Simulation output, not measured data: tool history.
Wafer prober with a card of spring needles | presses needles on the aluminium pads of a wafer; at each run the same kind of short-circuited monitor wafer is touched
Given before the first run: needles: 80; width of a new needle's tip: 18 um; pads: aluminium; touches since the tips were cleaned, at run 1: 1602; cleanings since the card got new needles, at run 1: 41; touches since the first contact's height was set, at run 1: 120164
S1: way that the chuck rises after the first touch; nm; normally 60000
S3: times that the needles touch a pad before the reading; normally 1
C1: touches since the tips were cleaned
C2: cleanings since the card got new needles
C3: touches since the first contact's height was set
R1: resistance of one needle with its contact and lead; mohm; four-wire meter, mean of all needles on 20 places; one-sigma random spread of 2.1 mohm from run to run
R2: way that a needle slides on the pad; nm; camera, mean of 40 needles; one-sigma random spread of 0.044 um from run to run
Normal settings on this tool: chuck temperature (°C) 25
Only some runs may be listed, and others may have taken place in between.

Run 1, day 0: usual settings; C1 1602; C2 41; C3 120164. Result: R1 230 mohm, R2 15700 nm.
At day 0.696: tips cleaned on abrasive film.
At day 1.688: tips cleaned on abrasive film.
Run 2, day 2.217: usual settings; C1 4018; C2 43; C3 136844. Result: R1 234 mohm, R2 15640 nm.
At day 2.538: tips cleaned on abrasive film.
At day 3.467: tips cleaned on abrasive film.
Run 3, day 3.733: usual settings; C1 1997; C2 45; C3 148205. Result: R1 229 mohm, R2 15630 nm.
At day 4.454: tips cleaned on abrasive film.
At day 5.371: tips cleaned on abrasive film.
Run 4, day 5.712: usual settings; C1 2589; C2 47; C3 163091. Result: R1 231 mohm, R2 15600 nm.
At day 6.296: tips cleaned on abrasive film.
At day 7.212: tips cleaned on abrasive film.
Run 5, day 7.896: usual settings; C1 5171; C2 49; C3 179505. Result: R1 233 mohm, R2 15660 nm.
At day 8.1: tips cleaned on abrasive film.
At day 9.058: tips cleaned on abrasive film.
Run 6, day 9.625: usual settings; C1 4257; C2 51; C3 192486. Result: R1 230 mohm, R2 15580 nm.
At day 9.808: height of the first contact set anew.
At day 9.967: tips cleaned on abrasive film.
At day 10.854: tips cleaned on abrasive film.
At day 11.817: tips cleaned on abrasive film.
Run 7, day 12.321: usual settings; C1 3788; C2 54; C3 18872. Result: R1 230 mohm, R2 15570 nm.
At day 12.675: tips cleaned on abrasive film.
At day 13.517: tips cleaned on abrasive film.
At day 14.479: tips cleaned on abrasive film.
Run 8, day 14.596: usual settings; C1 879; C2 57; C3 35954. Result: R1 227 mohm, R2 15560 nm.
At day 15.396: tips cleaned on abrasive film.
Run 9, day 16.033: usual settings; C1 4820; C2 58; C3 46773. Result: R1 227 mohm, R2 15580 nm.
At day 16.392: tips cleaned on abrasive film.
At day 17.283: tips cleaned on abrasive film.
Run 10, day 17.317: usual settings; C1 231; C2 60; C3 56387. Result: R1 228 mohm, R2 15660 nm.
At day 18.175: tips cleaned on abrasive film.
At day 19.071: tips cleaned on abrasive film.
Run 11, day 19.071: usual settings but S1 55000 nm; C1 0; C2 62; C3 69573. Result: R1 230 mohm, R2 14270 nm.
At day 19.983: tips cleaned on abrasive film.
At day 20.938: tips cleaned on abrasive film.
Run 12, day 21.492: usual settings but S1 55000 nm; C1 4173; C2 64; C3 87786. Result: R1 229 mohm, R2 14260 nm.
At day 21.917: tips cleaned on abrasive film.
At day 22.862: tips cleaned on abrasive film.
At day 23.758: tips cleaned on abrasive film.
Run 13, day 24.412: usual settings; C1 4937; C2 67; C3 109727. Result: R1 228 mohm, R2 15590 nm.
At day 24.621: tips cleaned on abrasive film.
At day 25.55: tips cleaned on abrasive film.
Run 14, day 26.208: usual settings; C1 4971; C2 69; C3 123210. Result: R1 233 mohm, R2 15500 nm.
At day 26.417: tips cleaned on abrasive film.
At day 27.271: tips cleaned on abrasive film.
At day 28.146: tips cleaned on abrasive film.
Run 15, day 28.517: usual settings but S1 57000 nm; C1 2807; C2 72; C3 140564. Result: R1 232 mohm, R2 14740 nm.
At day 29.133: tips cleaned on abrasive film.
At day 30.167: tips cleaned on abrasive film.
At day 31.05: tips cleaned on abrasive film.
Run 16, day 31.367: usual settings but S1 78000 nm; C1 2396; C2 75; C3 161977. Result: R1 231 mohm, R2 20200 nm.
At day 31.904: tips cleaned on abrasive film.
At day 32.825: tips cleaned on abrasive film.
At day 33.675: tips cleaned on abrasive film.
Run 17, day 33.775: usual settings but S1 78000 nm; C1 750; C2 78; C3 180048. Result: R1 228 mohm, R2 20130 nm.
At day 34.546: tips cleaned on abrasive film.
Run 18, day 35: usual settings but S1 75000 nm; C1 3423; C2 79; C3 189263. Result: R1 230 mohm, R2 19440 nm.
At day 35.567: tips cleaned on abrasive film.
At day 35.579: height of the first contact set anew.
At day 36.492: tips cleaned on abrasive film.
At day 37.529: tips cleaned on abrasive film.
Run 19, day 37.729: usual settings but S1 75000 nm, S3 2; C1 1517; C2 82; C3 16156. Result: R1 227 mohm, R2 19350 nm.
At day 38.554: tips cleaned on abrasive film.
At day 39.408: tips cleaned on abrasive film.
At day 40.371: tips cleaned on abrasive film.
Run 20, day 40.454: usual settings but chuck temperature (°C) 72; C1 618; C2 85; C3 36628. Result: R1 241 mohm, R2 15530 nm.
At day 41.204: tips cleaned on abrasive film.
At day 42.104: tips cleaned on abrasive film.
Run 21, day 42.329: usual settings but S1 43000 nm; C1 1706; C2 87; C3 50728. Result: R1 233 mohm, R2 11070 nm.
At day 43.029: tips cleaned on abrasive film.
At day 43.921: tips cleaned on abrasive film.
Run 22, day 44.712: usual settings but S1 77000 nm, chuck temperature (°C) 35, S3 3; C1 5956; C2 89; C3 68637. Result: R1 228 mohm, R2 19830 nm.
At day 44.921: tips cleaned on abrasive film.
At day 45.883: tips cleaned on abrasive film.
At day 46.817: tips cleaned on abrasive film.
Run 23, day 47.275: usual settings but S1 73000 nm, chuck temperature (°C) 44; C1 3439; C2 92; C3 87884. Result: R1 232 mohm, R2 18800 nm.
At day 47.729: tips cleaned on abrasive film.
At day 48.567: tips cleaned on abrasive film.
At day 49.529: tips cleaned on abrasive film.
Run 24, day 49.704: usual settings but S1 50000 nm; C1 1312; C2 95; C3 106141. Result: R1 231 mohm, R2 12880 nm.
At day 50.433: tips cleaned on abrasive film.
At day 51.375: tips cleaned on abrasive film.
Run 25, day 51.817: usual settings but S1 50000 nm; C1 3330; C2 97; C3 122013. Result: R1 230 mohm, R2 12820 nm.
At day 52.233: tips cleaned on abrasive film.
At day 53.1: tips cleaned on abrasive film.
Run 26, day 53.908: usual settings but S1 52000 nm; C1 6102; C2 99; C3 137728. Result: R1 230 mohm, R2 13330 nm.
At day 54.067: tips cleaned on abrasive film.
At day 55.075: tips cleaned on abrasive film.
Run 27, day 55.6: usual settings but S1 52000 nm, chuck temperature (°C) 43; C1 3965; C2 101; C3 150449. Result: R1 233 mohm, R2 13380 nm.
At day 56.025: tips cleaned on abrasive film.
At day 56.942: tips cleaned on abrasive film.
Run 28, day 57.442: usual settings but chuck temperature (°C) 67, S3 3; C1 3772; C2 103; C3 164268. Result: R1 240 mohm, R2 15410 nm.

Subtracting, for every run, the result it would have given without the tool's unlogged condition from the measured result gives the following. The same run-to-run variation enters both numbers; the gauge's scatter may not:
The tool's hidden condition here consists of: debris on the tips, nm; way that the needles fall short of the set height, um; tips' diameter, um; drift of the gauge itself on contact_mohm, %; drift of the gauge itself on scrub_um, %.
run    R2
  1    +0
  2   -10
  3   -20
  4   -30
  5   -40
  6   -50
  7   -60
  8   -80
  9   -80
 10   -90
 11   -90
 12  -100
 13  -120
 14  -140
 15  -140
 16  -210
 17  -220
 18  -230
 19  -240
 20  -210
 21  -160
 22  -290
 23  -300
 24  -210
 25  -230
 26  -240
 27  -250
 28  -300
For R1, the value without the hidden state is never more than 1 mohm from the measured value.
